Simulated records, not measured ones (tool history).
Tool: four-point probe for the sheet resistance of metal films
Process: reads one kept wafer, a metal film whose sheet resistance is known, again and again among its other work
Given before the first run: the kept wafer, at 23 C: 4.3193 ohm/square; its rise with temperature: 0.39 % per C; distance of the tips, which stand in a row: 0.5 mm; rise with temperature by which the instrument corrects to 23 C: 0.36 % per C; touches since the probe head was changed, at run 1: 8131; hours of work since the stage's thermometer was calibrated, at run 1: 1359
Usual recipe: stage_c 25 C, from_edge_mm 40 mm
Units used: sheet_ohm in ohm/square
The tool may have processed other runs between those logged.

run,day,stage_c,from_edge_mm,touches since the probe head was changed,hours of work since the stage's thermometer was calibrated,sheet_ohm
1,0.000,25,40,8131,1359,4.316428
2,1.771,25,40,8988,1376,4.314401
3,3.504,25,40,9825,1393,4.315350
4,6.162,25,40,11111,1419,4.316253
5,8.046,25,40,12023,1438,4.315835
6,9.900,25,40,12920,1456,4.316003
7,12.054,25,40,13961,1477,4.316418
8,13.417,25,40,14620,1490,4.316345
9,16.121,25,3,15927,1517,4.379106
10,17.671,25,7,16678,1532,4.325835
11,18.858,25,7,17252,1544,4.325581
12,20.288,26,40,17942,1558,4.316620
13,21.950,26,24,18746,1574,4.318515
14,23.204,26,24,19354,1586,4.317721
15,25.779,26,24,20598,1612,4.318192
# day 26.054: stage's thermometer calibrated
16,28.592,25,13,21948,25,4.316435
17,30.562,26,40,22901,44,4.314954
18,32.617,26,40,23895,64,4.317651
# day 33.625: stage's thermometer calibrated, once more
19,34.308,26,40,24703,7,4.329417
20,37.158,25,40,26081,35,4.328194
21,38.538,25,40,26748,48,4.327785
22,40.462,25,40,27679,67,4.329485
23,43.058,25,40,28935,93,4.328929
24,45.083,25,3,29913,112,4.393010
25,47.183,25,17,30930,133,4.330157
26,49.750,19,10,32171,158,4.324449
27,51.946,19,10,33233,180,4.326499
28,53.796,21,9,34126,198,4.329989
29,56.296,22,10,35337,222,4.328774
30,58.754,22,10,36526,247,4.330032
31,61.679,22,10,37939,275,4.330224
32,64.446,30,31,39276,302,4.335254
33,66.279,20,4,40164,320,4.358723
34,68.371,22,40,41175,341,4.325517
35,70.796,32,73,42349,365,4.336977
36,72.971,18,40,43399,386,4.318981
37,74.896,25,10,44330,405,4.334707
38,77.029,22,40,45362,426,4.326137
39,79.642,28,8,46626,452,4.343067
40,80.979,24,34,47272,465,4.327450
41,82.321,24,34,47920,478,4.329155
42,84.808,24,34,49123,502,4.329196
43,86.667,23,4,50023,520,4.362068
44,88.658,20,13,50987,540,4.326665
45,89.962,29,47,51616,553,4.335931

Run by run, hidden condition taken away, random variation retained:
Unlogged tool condition in this case: inner tips' distance over the nominal, %; tips' flats over new ones', %; wafer's true temperature over the reading, C; drift of the gauge itself on sheet_ohm, %.
run,sheet_ohm
1,4.324026
2,4.321917
3,4.322795
4,4.323611
5,4.323115
6,4.323221
7,4.323557
8,4.323431
9,4.386201
10,4.332785
11,4.332498
12,4.323428
13,4.325293
14,4.324437
15,4.324843
16,4.325735
17,4.324132
18,4.326772
19,4.324029
20,4.322706
21,4.322253
22,4.323892
23,4.323241
24,4.387160
25,4.324315
26,4.318522
27,4.320494
28,4.323906
29,4.322583
30,4.323746
31,4.323841
32,4.328715
33,4.352100
34,4.318866
35,4.330189
36,4.312182
37,4.327793
38,4.319173
39,4.335973
40,4.320354
41,4.322000
42,4.321954
43,4.354729
44,4.319353
45,4.328493
